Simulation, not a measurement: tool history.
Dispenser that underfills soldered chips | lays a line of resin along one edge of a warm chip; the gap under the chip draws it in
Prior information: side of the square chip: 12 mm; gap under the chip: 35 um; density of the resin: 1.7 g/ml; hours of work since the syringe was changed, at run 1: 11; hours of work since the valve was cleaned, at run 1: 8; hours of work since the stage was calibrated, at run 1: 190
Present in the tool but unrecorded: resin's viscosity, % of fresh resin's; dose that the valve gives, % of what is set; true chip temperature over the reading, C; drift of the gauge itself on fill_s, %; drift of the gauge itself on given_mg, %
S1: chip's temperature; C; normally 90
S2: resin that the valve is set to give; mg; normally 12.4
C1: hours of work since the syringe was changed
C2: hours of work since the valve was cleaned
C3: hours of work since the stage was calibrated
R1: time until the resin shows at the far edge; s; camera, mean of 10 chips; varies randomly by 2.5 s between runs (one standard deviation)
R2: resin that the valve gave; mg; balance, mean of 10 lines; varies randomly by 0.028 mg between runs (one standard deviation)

run	hour	S1	S2	C1	C2	C3	R1	R2
1	0	90	12.4	11	8	190	593	12.31
# hour 1.3: new syringe of resin
2	12.5	90	12.4	7	16	197	439.8	12.33
# hour 19.4: new syringe of resin
3	19.9	90	12.4	0	21	202	256.8	12.29
4	27.9	90	12.4	5	26	207	380.7	12.26
# hour 38.5: new syringe of resin
5	41.3	90	12.4	2	34	215	295.3	12.22
6	54.9	93	12.4	10	43	224	487.9	12.14
# hour 57: new syringe of resin
7	62.5	93	12.4	4	47	229	282.6	12.1
# hour 74.9: new syringe of resin
8	77.7	93	12.4	2	57	238	256.9	12
9	87.5	90	12.4	8	63	244	478.6	12
# hour 93.2: new syringe of resin
10	100	90	12.4	4	71	252	356.1	11.97
# hour 106.9: dispensing valve cleaned and set on the balance
11	109.5	102	13.7	10	2	258	297.1	13.69
# hour 112.7: new syringe of resin
12	125.5	98	11.1	8	12	268	327.8	11.02
# hour 131.7: new syringe of resin
13	135.7	98	13.9	3	18	274	216.9	13.77
14	145	103	15.7	8	24	280	267.4	15.46
# hour 149.5: new syringe of resin
15	155.4	83	12.9	4	30	286	482.9	12.69
# hour 167.8: new syringe of resin
16	168.4	103	11.9	0	38	294	145.2	11.63
17	181.3	104	15.1	9	47	303	249.2	14.72
# hour 185.6: new syringe of resin
18	191.8	94	15.1	4	53	309	280.8	14.63
19	200.3	103	15.1	9	58	314	280	14.58
# hour 204.8: new syringe of resin
20	211.2	77	12.1	4	65	321	707.5	11.58

Forecast each of these 4 alternatives for the next run:
# hour 223: new syringe of resin
A	224.5	99	13.9	1	73	329	?	?
# hour 223: new syringe of resin
B	224.5	77	12.3	1	73	329	?	?
# hour 223: new syringe of resin
C	224.5	86	12.6	1	73	329	?	?
# hour 223: new syringe of resin
D	224.5	98	12.4	1	73	329	?	?

run	R1	R2
A	180.4	13.35
B	543.2	11.78
C	338.8	12.09
D	193.5	11.9
The same runs, with their run-to-run variation unchanged, on a tool lacking any hidden condition would have given:
run	R1	R2
A	159.9	13.93
B	476.3	12.3
C	298.3	12.62
D	170.8	12.43
